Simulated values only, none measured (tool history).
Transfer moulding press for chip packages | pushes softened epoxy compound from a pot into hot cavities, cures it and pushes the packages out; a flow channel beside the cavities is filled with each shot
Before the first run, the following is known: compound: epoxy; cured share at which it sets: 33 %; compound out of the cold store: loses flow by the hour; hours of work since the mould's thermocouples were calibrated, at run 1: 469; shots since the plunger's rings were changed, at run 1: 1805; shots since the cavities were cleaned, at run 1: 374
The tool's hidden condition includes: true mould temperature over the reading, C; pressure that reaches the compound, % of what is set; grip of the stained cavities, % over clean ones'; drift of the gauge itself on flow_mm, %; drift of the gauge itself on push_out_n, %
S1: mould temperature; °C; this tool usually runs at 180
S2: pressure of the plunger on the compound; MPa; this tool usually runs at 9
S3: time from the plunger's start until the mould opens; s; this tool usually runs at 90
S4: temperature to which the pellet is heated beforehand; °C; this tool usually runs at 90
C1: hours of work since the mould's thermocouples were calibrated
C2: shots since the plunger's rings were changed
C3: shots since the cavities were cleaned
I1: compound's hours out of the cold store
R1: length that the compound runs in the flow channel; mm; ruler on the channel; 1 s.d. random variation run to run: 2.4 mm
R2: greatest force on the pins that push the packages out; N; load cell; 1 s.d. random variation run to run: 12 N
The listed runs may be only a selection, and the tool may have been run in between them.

run 1 day=0 | S1=180 S2=9 S3=90 S4=90 | C1=469 C2=1805 C3=374 | I1=34.3 | R1=653 R2=674
-- day=1.775 cavities cleaned with cleaning compound and waxed
run 2 day=2.029 | S1=180 S2=9 S3=90 S4=94 | C1=499 C2=2360 C3=72 | I1=29.9 | R1=660 R2=835
run 3 day=4 | S1=176 S2=9 S3=90 S4=94 | C1=528 C2=2914 C3=626 | I1=9.5 | R1=743 R2=1190
-- day=4.838 cavities cleaned with cleaning compound and waxed
run 4 day=6.033 | S1=176 S2=9 S3=90 S4=94 | C1=558 C2=3470 C3=337 | I1=26.4 | R1=671 R2=875
-- day=7.338 plunger's sealing rings changed
-- day=7.992 cavities cleaned with cleaning compound and waxed
run 5 day=8.388 | S1=176 S2=9 S3=90 S4=94 | C1=591 C2=278 C3=112 | I1=44.5 | R1=647 R2=728
run 6 day=10.212 | S1=176 S2=9 S3=90 S4=94 | C1=619 C2=793 C3=627 | I1=17.7 | R1=740 R2=932
-- day=11.179 cavities cleaned with cleaning compound and waxed
run 7 day=12.071 | S1=180 S2=9 S3=118 S4=90 | C1=646 C2=1299 C3=252 | I1=12.4 | R1=745 R2=512
run 8 day=13.867 | S1=180 S2=9 S3=90 S4=90 | C1=673 C2=1804 C3=757 | I1=47.5 | R1=613 R2=706
-- day=14.308 cavities cleaned with cleaning compound and waxed
run 9 day=16.096 | S1=180 S2=9 S3=90 S4=90 | C1=706 C2=2415 C3=504 | I1=28.8 | R1=669 R2=701
-- day=16.35 cavities cleaned with cleaning compound and waxed, once more
run 10 day=18.108 | S1=180 S2=7.87 S3=90 S4=90 | C1=735 C2=2965 C3=496 | I1=19.3 | R1=650 R2=702
-- day=18.542 mould's thermocouples calibrated
-- day=19.412 cavities cleaned with cleaning compound and waxed
run 11 day=20.304 | S1=180 S2=9 S3=90 S4=90 | C1=26 C2=3542 C3=251 | I1=27.2 | R1=667 R2=696
-- day=21.321 plunger's sealing rings changed
run 12 day=22.179 | S1=180 S2=9 S3=90 S4=90 | C1=52 C2=241 C3=750 | I1=28.8 | R1=695 R2=767
-- day=22.538 cavities cleaned with cleaning compound and waxed
run 13 day=23.438 | S1=180 S2=9 S3=90 S4=90 | C1=71 C2=579 C3=254 | I1=18.1 | R1=733 R2=703
-- day=25.692 cavities cleaned with cleaning compound and waxed
run 14 day=25.8 | S1=180 S2=9 S3=90 S4=90 | C1=105 C2=1226 C3=31 | I1=13.8 | R1=745 R2=619
run 15 day=28.054 | S1=173 S2=9.79 S3=115 S4=90 | C1=139 C2=1861 C3=666 | I1=32.5 | R1=708 R2=722
-- day=28.838 cavities cleaned with cleaning compound and waxed
run 16 day=30.629 | S1=177 S2=9 S3=90 S4=96 | C1=177 C2=2569 C3=504 | I1=19.2 | R1=713 R2=877
-- day=32.008 cavities cleaned with cleaning compound and waxed
run 17 day=32.712 | S1=177 S2=9 S3=90 S4=96 | C1=208 C2=3138 C3=198 | I1=29.1 | R1=669 R2=794
run 18 day=34.725 | S1=177 S2=9.25 S3=90 S4=93 | C1=238 C2=3705 C3=765 | I1=36.5 | R1=646 R2=898
-- day=35.075 cavities cleaned with cleaning compound and waxed
-- day=35.325 plunger's sealing rings changed
run 19 day=37.062 | S1=183 S2=7.04 S3=90 S4=90 | C1=271 C2=489 C3=531 | I1=37.4 | R1=576 R2=644
-- day=38.183 cavities cleaned with cleaning compound and waxed
run 20 day=39.171 | S1=183 S2=9.72 S3=90 S4=95 | C1=302 C2=1065 C3=277 | I1=27.5 | R1=704 R2=580
run 21 day=40.996 | S1=180 S2=9 S3=128 S4=90 | C1=329 C2=1580 C3=792 | I1=38.2 | R1=648 R2=584
-- day=41.242 cavities cleaned with cleaning compound and waxed
run 22 day=43.529 | S1=178 S2=8.2 S3=94 S4=97 | C1=367 C2=2276 C3=644 | I1=36.4 | R1=617 R2=753
-- day=44.383 cavities cleaned with cleaning compound and waxed
run 23 day=45.096 | S1=178 S2=8.2 S3=87 S4=95 | C1=389 C2=2701 C3=202 | I1=36 | R1=614 R2=728
-- day=47.458 cavities cleaned with cleaning compound and waxed
run 24 day=47.65 | S1=178 S2=8.2 S3=87 S4=95 | C1=427 C2=3403 C3=55 | I1=36.2 | R1=604 R2=690
-- day=49.183 plunger's sealing rings changed
run 25 day=50.121 | S1=178 S2=8.2 S3=87 S4=95 | C1=463 C2=264 C3=721 | I1=21.5 | R1=695 R2=896
-- day=50.542 cavities cleaned with cleaning compound and waxed
run 26 day=51.288 | S1=173 S2=9 S3=90 S4=100 | C1=479 C2=575 C3=210 | I1=36.9 | R1=680 R2=942
-- day=53.6 cavities cleaned with cleaning compound and waxed
run 27 day=53.788 | S1=173 S2=9 S3=81 S4=90 | C1=516 C2=1262 C3=52 | I1=11.6 | R1=775 R2=1281
run 28 day=56.175 | S1=175 S2=9 S3=90 S4=86 | C1=552 C2=1935 C3=725 | I1=39.3 | R1=653 R2=995

Below are 3 alternative next runs, each starting from the tool's condition after run 28. Predict each:
-- day=56.675 cavities cleaned with cleaning compound and waxed
run A day=58.342 | S1=173 S2=9 S3=90 S4=90 | C1=584 C2=2528 C3=470 | I1=17.1 | R1=? R2=?
-- day=56.675 cavities cleaned with cleaning compound and waxed
run B day=58.342 | S1=182 S2=9 S3=90 S4=81 | C1=584 C2=2528 C3=470 | I1=15.4 | R1=? R2=?
-- day=56.675 cavities cleaned with cleaning compound and waxed
run C day=58.342 | S1=180 S2=9 S3=84 S4=89 | C1=584 C2=2528 C3=470 | I1=27.8 | R1=? R2=?

run=A R1=729 R2=1185
run=B R1=711 R2=652
run=C R1=670 R2=765
Take away the tool's hidden state, keep each run's random variation, and the runs would have read:
run=A R1=766 R2=1026
run=B R1=747 R2=549
run=C R1=704 R2=655
